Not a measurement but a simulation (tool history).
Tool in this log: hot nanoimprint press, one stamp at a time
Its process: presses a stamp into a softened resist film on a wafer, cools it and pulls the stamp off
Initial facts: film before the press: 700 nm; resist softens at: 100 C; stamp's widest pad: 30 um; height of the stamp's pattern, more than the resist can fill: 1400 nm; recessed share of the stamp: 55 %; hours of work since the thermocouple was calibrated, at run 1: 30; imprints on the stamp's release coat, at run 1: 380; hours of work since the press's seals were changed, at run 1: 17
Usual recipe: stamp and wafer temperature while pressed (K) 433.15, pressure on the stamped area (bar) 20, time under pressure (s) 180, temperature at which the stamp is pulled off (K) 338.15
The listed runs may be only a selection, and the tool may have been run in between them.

| run | hour | stamp and wafer temperature while pressed (K) | pressure on the stamped area (bar) | time under pressure (s) | temperature at which the stamp is pulled off (K) | hours of work since the thermocouple was calibrated | imprints on the stamp's release coat | hours of work since the press's seals were changed | resist left under the stamp's widest pad (nm) | greatest force while the stamp is pulled off (N) |
|---|---|---|---|---|---|---|---|---|---|---|
| 1 | 0 | 433.15 | 20 | 180 | 338.15 | 30 | 380 | 17 | 308.8 | 211 |
| 2 | 13.3 | 433.15 | 20 | 180 | 338.15 | 40 | 421 | 27 | 309.4 | 211 |
| 3 | 23.4 | 424.15 | 20 | 180 | 338.15 | 47 | 452 | 34 | 476 | 213 |
| 4 | 30.8 | 433.15 | 12.1 | 180 | 338.15 | 53 | 475 | 40 | 397.9 | 215 |
| 5 | 42.1 | 433.15 | 20 | 261 | 338.15 | 61 | 509 | 48 | 268.8 | 216 |
| 6 | 53.8 | 437.15 | 20 | 180 | 338.15 | 70 | 545 | 57 | 253.7 | 221 |
|  | 57.8 | plate thermocouple calibrated |
| 7 | 70.2 | 437.15 | 20 | 180 | 338.15 | 9 | 586 | 66 | 255.6 | 220 |
| 8 | 80 | 433.15 | 16.9 | 180 | 338.15 | 16 | 617 | 74 | 343.7 | 219 |
| 9 | 86.4 | 440.15 | 19.1 | 267 | 334.15 | 21 | 636 | 78 | 196.3 | 235 |
| 10 | 97.1 | 440.15 | 25.2 | 267 | 334.15 | 29 | 669 | 86 | 167.9 | 238 |
| 11 | 109.6 | 440.15 | 13.2 | 174 | 334.15 | 38 | 707 | 95 | 280.1 | 239 |
| 12 | 119.2 | 440.15 | 13.2 | 174 | 334.15 | 45 | 737 | 102 | 280.7 | 242 |
|  | 128.4 | stamp cleaned and given a new release coat |
|  | 132.5 | plate thermocouple calibrated, once more |
| 13 | 142.3 | 433.15 | 20 | 318 | 338.15 | 7 | 33 | 112 | 248.4 | 200 |
| 14 | 152.8 | 433.15 | 20 | 130 | 338.15 | 15 | 65 | 120 | 348.9 | 202 |
| 15 | 165.6 | 433.15 | 19.8 | 130 | 326.15 | 24 | 104 | 129 | 351.1 | 243 |
| 16 | 174 | 428.15 | 19.7 | 180 | 338.15 | 30 | 130 | 135 | 399.9 | 206 |

Hidden state or all else? Some run-to-run changes of resist left under the stamp's widest pad (nm), split into what the settings, what came in and random variation would give without the hidden state, and what is left for the hidden state (with any gauge scatter that isn't in both results):
Hidden state at play: true temperature over the reading, C; pressure that arrives at the usual setting, %; grip of the stamp's worn release coat, % over a new coat's; drift of the gauge itself on residual_nm, %; drift of the gauge itself on pull_off_n, %.
Run 2 -> 3: stamp and wafer temperature while pressed (K) 433.15 -> 424.15. resist left under the stamp's widest pad (nm) +166.6: hidden state +2.4, all else +164.2.
Run 12 -> 13: stamp and wafer temperature while pressed (K) 440.15 -> 433.15, pressure on the stamped area (bar) 13.2 -> 20, time under pressure (s) 174 -> 318, temperature at which the stamp is pulled off (K) 334.15 -> 338.15, stamp cleaned and given a new release coat, plate thermocouple calibrated, once more. resist left under the stamp's widest pad (nm) -32.3: hidden state -7.7, all else -24.6.
